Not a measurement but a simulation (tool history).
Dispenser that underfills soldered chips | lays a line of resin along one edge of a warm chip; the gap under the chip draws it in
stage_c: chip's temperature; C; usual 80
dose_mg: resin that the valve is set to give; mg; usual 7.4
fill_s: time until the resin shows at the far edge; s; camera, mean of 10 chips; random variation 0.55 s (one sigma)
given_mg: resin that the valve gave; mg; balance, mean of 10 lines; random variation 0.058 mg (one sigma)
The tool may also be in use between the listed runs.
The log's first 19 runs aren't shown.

Run 20, hour 80.3: usual settings but dose_mg 6.73 mg. Result: fill_s 69.1 s, given_mg 6.52 mg.
At hour 84.7: new syringe of resin.
Run 21, hour 86.1: usual settings but dose_mg 6.73 mg. Result: fill_s 47.6 s, given_mg 6.58 mg.
Run 22, hour 91.5: usual settings but dose_mg 6.73 mg. Result: fill_s 61.7 s, given_mg 6.54 mg.
Run 23, hour 94.1: usual settings but dose_mg 6.73 mg. Result: fill_s 67.6 s, given_mg 6.54 mg.
At hour 98.4: new syringe of resin.
Run 24, hour 99.3: usual settings but dose_mg 7.36 mg. Result: fill_s 46.5 s, given_mg 7.13 mg.
Run 25, hour 104.9: usual settings but stage_c 82 C, dose_mg 6.68 mg. Result: fill_s 54.8 s, given_mg 6.4 mg.
Run 26, hour 107.8: usual settings but stage_c 74 C, dose_mg 9.49 mg. Result: fill_s 81.1 s, given_mg 9.05 mg.
At hour 112: new syringe of resin.
Run 27, hour 113.5: usual settings but stage_c 74 C, dose_mg 9.49 mg. Result: fill_s 56.9 s, given_mg 9.05 mg.

Forecast run 28:
Run 28, hour 116.1: usual settings but stage_c 88 C, dose_mg 7.26 mg. Result: fill_s ?, given_mg ?.

Run 28 gave fill_s 39 s, given_mg 6.86 mg.
Without the tool's hidden state the same run would have given fill_s 33.9 s, given_mg 7.2 mg.
